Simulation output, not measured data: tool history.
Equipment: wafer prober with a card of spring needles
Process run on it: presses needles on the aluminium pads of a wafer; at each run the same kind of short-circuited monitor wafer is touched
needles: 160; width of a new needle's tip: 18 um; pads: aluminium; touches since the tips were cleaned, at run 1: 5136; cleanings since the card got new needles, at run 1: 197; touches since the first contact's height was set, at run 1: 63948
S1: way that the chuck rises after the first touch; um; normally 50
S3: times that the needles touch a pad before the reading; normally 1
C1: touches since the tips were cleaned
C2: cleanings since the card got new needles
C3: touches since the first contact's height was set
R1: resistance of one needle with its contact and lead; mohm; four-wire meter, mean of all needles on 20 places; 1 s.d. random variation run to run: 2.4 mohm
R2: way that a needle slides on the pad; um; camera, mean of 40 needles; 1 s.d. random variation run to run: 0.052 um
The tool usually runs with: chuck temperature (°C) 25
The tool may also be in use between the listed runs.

run 1 hour=0.0 | S1=50 chuck_temperature_(°C)=25 S3=1 | C1=5136 C2=197 C3=63948 | R1=316 R2=13.03
-- hour=2.8 tips cleaned on abrasive film
-- hour=16.4 tips cleaned on abrasive film
-- hour=27.3 tips cleaned on abrasive film
-- hour=30.3 height of the first contact set anew
-- hour=41.2 tips cleaned on abrasive film
-- hour=52.0 tips cleaned on abrasive film
-- hour=62.9 tips cleaned on abrasive film
-- hour=76.5 tips cleaned on abrasive film
-- hour=90.1 tips cleaned on abrasive film
-- hour=101.9 tips cleaned on abrasive film
run 2 hour=101.9 | S1=50 chuck_temperature_(°C)=25 S3=1 | C1=0 C2=206 C3=37804 | R1=277 R2=13.05
-- hour=112.8 tips cleaned on abrasive film
-- hour=126.4 tips cleaned on abrasive film
-- hour=140.0 tips cleaned on abrasive film
-- hour=150.9 tips cleaned on abrasive film
-- hour=161.8 tips cleaned on abrasive film
-- hour=172.7 tips cleaned on abrasive film
-- hour=183.8 height of the first contact set anew
-- hour=186.6 tips cleaned on abrasive film
run 3 hour=186.6 | S1=50 chuck_temperature_(°C)=25 S3=1 | C1=0 C2=213 C3=1430 | R1=274 R2=13.21
-- hour=200.1 tips cleaned on abrasive film
-- hour=211.0 tips cleaned on abrasive film
-- hour=221.9 tips cleaned on abrasive film
-- hour=233.6 tips cleaned on abrasive film
run 4 hour=233.6 | S1=50 chuck_temperature_(°C)=25 S3=1 | C1=0 C2=217 C3=26252 | R1=272 R2=13.15
-- hour=247.2 tips cleaned on abrasive film
-- hour=258.1 tips cleaned on abrasive film
-- hour=271.7 tips cleaned on abrasive film
-- hour=282.6 tips cleaned on abrasive film
-- hour=296.2 tips cleaned on abrasive film
-- hour=307.0 tips cleaned on abrasive film
run 5 hour=310.2 | S1=50 chuck_temperature_(°C)=25 S3=1 | C1=1652 C2=223 C3=66633 | R1=293 R2=12.99
-- hour=318.3 tips cleaned on abrasive film
-- hour=331.9 tips cleaned on abrasive film
-- hour=337.6 height of the first contact set anew
-- hour=345.8 tips cleaned on abrasive film
-- hour=359.4 tips cleaned on abrasive film
-- hour=370.3 tips cleaned on abrasive film
run 6 hour=371.3 | S1=50 chuck_temperature_(°C)=35 S3=1 | C1=541 C2=228 C3=17754 | R1=284 R2=13.11
-- hour=382.2 tips cleaned on abrasive film
-- hour=393.1 tips cleaned on abrasive film
-- hour=404.0 tips cleaned on abrasive film
-- hour=417.6 tips cleaned on abrasive film
-- hour=428.4 tips cleaned on abrasive film
-- hour=442.0 tips cleaned on abrasive film
-- hour=455.6 tips cleaned on abrasive film
run 7 hour=460.8 | S1=50 chuck_temperature_(°C)=35 S3=1 | C1=2732 C2=235 C3=64953 | R1=306 R2=13.00
-- hour=468.9 tips cleaned on abrasive film
-- hour=479.8 tips cleaned on abrasive film
-- hour=490.9 height of the first contact set anew
-- hour=493.7 tips cleaned on abrasive film
-- hour=507.3 tips cleaned on abrasive film
-- hour=518.2 tips cleaned on abrasive film
-- hour=531.8 tips cleaned on abrasive film
run 8 hour=535.4 | S1=50 chuck_temperature_(°C)=25 S3=1 | C1=1933 C2=241 C3=23450 | R1=300 R2=13.08
-- hour=543.6 tips cleaned on abrasive film
-- hour=557.2 tips cleaned on abrasive film
-- hour=568.1 tips cleaned on abrasive film
-- hour=581.7 tips cleaned on abrasive film
-- hour=595.3 tips cleaned on abrasive film
-- hour=606.1 tips cleaned on abrasive film
-- hour=617.0 tips cleaned on abrasive film
-- hour=630.6 tips cleaned on abrasive film
run 9 hour=631.1 | S1=50 chuck_temperature_(°C)=25 S3=1 | C1=267 C2=249 C3=73922 | R1=278 R2=12.97
-- hour=642.0 tips cleaned on abrasive film
-- hour=642.3 height of the first contact set anew
-- hour=653.2 tips cleaned on abrasive film
-- hour=666.8 tips cleaned on abrasive film
-- hour=680.4 tips cleaned on abrasive film
-- hour=691.2 tips cleaned on abrasive film
run 10 hour=696.2 | S1=50 chuck_temperature_(°C)=25 S3=1 | C1=2658 C2=254 C3=28478 | R1=306 R2=13.22
-- hour=704.4 tips cleaned on abrasive film
-- hour=715.3 tips cleaned on abrasive film
-- hour=728.9 tips cleaned on abrasive film
-- hour=739.8 tips cleaned on abrasive film
run 11 hour=749.1 | S1=50 chuck_temperature_(°C)=25 S3=1 | C1=4940 C2=258 C3=56369 | R1=321 R2=13.02
-- hour=751.9 tips cleaned on abrasive film
-- hour=762.8 tips cleaned on abrasive film
-- hour=776.4 tips cleaned on abrasive film
-- hour=787.2 tips cleaned on abrasive film
-- hour=795.6 height of the first contact set anew
-- hour=798.4 tips cleaned on abrasive film
run 12 hour=806.8 | S1=50 chuck_temperature_(°C)=25 S3=1 | C1=4436 C2=263 C3=5871 | R1=318 R2=13.16
-- hour=809.6 tips cleaned on abrasive film
-- hour=820.5 tips cleaned on abrasive film
-- hour=831.3 tips cleaned on abrasive film
-- hour=842.2 tips cleaned on abrasive film
-- hour=855.8 tips cleaned on abrasive film
-- hour=869.4 tips cleaned on abrasive film
run 13 hour=872.8 | S1=50 chuck_temperature_(°C)=25 S3=1 | C1=1782 C2=269 C3=40643 | R1=307 R2=13.09
-- hour=880.9 tips cleaned on abrasive film
-- hour=894.5 tips cleaned on abrasive film
-- hour=908.1 tips cleaned on abrasive film
-- hour=919.0 tips cleaned on abrasive film
-- hour=932.6 tips cleaned on abrasive film
-- hour=946.2 tips cleaned on abrasive film
-- hour=949.2 height of the first contact set anew
-- hour=957.4 tips cleaned on abrasive film
run 14 hour=963.4 | S1=50 chuck_temperature_(°C)=96 S3=1 | C1=3189 C2=276 C3=7492 | R1=327 R2=13.20

Run 15 has not been measured yet. What should we expect?
-- hour=968.9 tips cleaned on abrasive film
-- hour=982.4 tips cleaned on abrasive film
-- hour=993.3 tips cleaned on abrasive film
-- hour=1006.9 tips cleaned on abrasive film
-- hour=1017.8 tips cleaned on abrasive film
run 15 hour=1025.6 | S1=32 chuck_temperature_(°C)=27 S3=2 | C1=4127 C2=281 C3=40306 | R1=? R2=?

{"run 15": {"R1": 351, "R2": 8.37}}
Were there no unlogged condition in the tool, this run, its random variation unchanged, would have produced R1 277 mohm, R2 8.50 um.
